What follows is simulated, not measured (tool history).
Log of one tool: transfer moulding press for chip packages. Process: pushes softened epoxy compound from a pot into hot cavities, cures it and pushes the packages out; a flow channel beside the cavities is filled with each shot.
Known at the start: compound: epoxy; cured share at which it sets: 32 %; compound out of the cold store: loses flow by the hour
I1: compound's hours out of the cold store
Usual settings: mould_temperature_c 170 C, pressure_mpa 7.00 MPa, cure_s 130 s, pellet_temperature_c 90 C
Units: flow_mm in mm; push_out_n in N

run 1 hour=0.0 | mould_temperature_c=170 pressure_mpa=7.00 cure_s=130 pellet_temperature_c=90 | I1=14.7 | flow_mm=988 push_out_n=513
run 2 hour=32.1 | mould_temperature_c=170 pressure_mpa=7.00 cure_s=130 pellet_temperature_c=90 | I1=27.3 | flow_mm=915 push_out_n=563
run 3 hour=60.5 | mould_temperature_c=166 pressure_mpa=7.00 cure_s=130 pellet_temperature_c=90 | I1=24.6 | flow_mm=944 push_out_n=661
-- hour=67.0 cavities cleaned with cleaning compound and waxed
run 4 hour=103.9 | mould_temperature_c=166 pressure_mpa=7.00 cure_s=130 pellet_temperature_c=90 | I1=47.2 | flow_mm=849 push_out_n=543
-- hour=120.2 mould's thermocouples calibrated
run 5 hour=164.6 | mould_temperature_c=166 pressure_mpa=7.00 cure_s=130 pellet_temperature_c=90 | I1=34.7 | flow_mm=894 push_out_n=659
-- hour=174.6 cavities cleaned with cleaning compound and waxed
run 6 hour=216.2 | mould_temperature_c=166 pressure_mpa=7.00 cure_s=130 pellet_temperature_c=90 | I1=44.9 | flow_mm=840 push_out_n=582
run 7 hour=263.9 | mould_temperature_c=166 pressure_mpa=7.00 cure_s=128 pellet_temperature_c=90 | I1=35.8 | flow_mm=880 push_out_n=655
-- hour=281.0 cavities cleaned with cleaning compound and waxed
run 8 hour=303.6 | mould_temperature_c=170 pressure_mpa=7.00 cure_s=130 pellet_temperature_c=90 | I1=32.0 | flow_mm=882 push_out_n=507
run 9 hour=354.9 | mould_temperature_c=167 pressure_mpa=7.00 cure_s=161 pellet_temperature_c=97 | I1=10.6 | flow_mm=989 push_out_n=554
-- hour=388.0 cavities cleaned with cleaning compound and waxed
run 10 hour=403.8 | mould_temperature_c=166 pressure_mpa=7.00 cure_s=135 pellet_temperature_c=90 | I1=21.6 | flow_mm=921 push_out_n=541
run 11 hour=443.6 | mould_temperature_c=166 pressure_mpa=8.77 cure_s=135 pellet_temperature_c=90 | I1=39.0 | flow_mm=959 push_out_n=585
-- hour=494.0 cavities cleaned with cleaning compound and waxed
run 12 hour=498.2 | mould_temperature_c=173 pressure_mpa=5.72 cure_s=135 pellet_temperature_c=86 | I1=33.0 | flow_mm=768 push_out_n=450
-- hour=519.2 plunger's sealing rings changed
run 13 hour=557.8 | mould_temperature_c=178 pressure_mpa=7.00 cure_s=130 pellet_temperature_c=90 | I1=30.3 | flow_mm=886 push_out_n=516
run 14 hour=582.3 | mould_temperature_c=178 pressure_mpa=5.85 cure_s=158 pellet_temperature_c=95 | I1=36.7 | flow_mm=779 push_out_n=551
-- hour=602.4 cavities cleaned with cleaning compound and waxed
run 15 hour=615.5 | mould_temperature_c=168 pressure_mpa=5.85 cure_s=158 pellet_temperature_c=86 | I1=36.3 | flow_mm=799 push_out_n=452

Measured less the same run without the tool's hidden state. The same run-to-run variation is in both; the gauge's scatter may not be:
The hidden state here: true mould temperature over the reading, C; pressure that reaches the compound, % of what is set; grip of the stained cavities, % over clean ones'; drift of the gauge itself on flow_mm, %; drift of the gauge itself on push_out_n, %.
run=1 flow_mm=-10 push_out_n=+66
run=2 flow_mm=-12 push_out_n=+110
run=3 flow_mm=-15 push_out_n=+146
run=4 flow_mm=-17 push_out_n=+71
run=5 flow_mm=-21 push_out_n=+160
run=6 flow_mm=-23 push_out_n=+85
run=7 flow_mm=-28 push_out_n=+150
run=8 flow_mm=-32 push_out_n=+50
run=9 flow_mm=-40 push_out_n=+117
run=10 flow_mm=-43 push_out_n=+39
run=11 flow_mm=-48 push_out_n=+104
run=12 flow_mm=-42 push_out_n=+11
run=13 flow_mm=-6 push_out_n=+100
run=14 flow_mm=-8 push_out_n=+126
run=15 flow_mm=-11 push_out_n=+26

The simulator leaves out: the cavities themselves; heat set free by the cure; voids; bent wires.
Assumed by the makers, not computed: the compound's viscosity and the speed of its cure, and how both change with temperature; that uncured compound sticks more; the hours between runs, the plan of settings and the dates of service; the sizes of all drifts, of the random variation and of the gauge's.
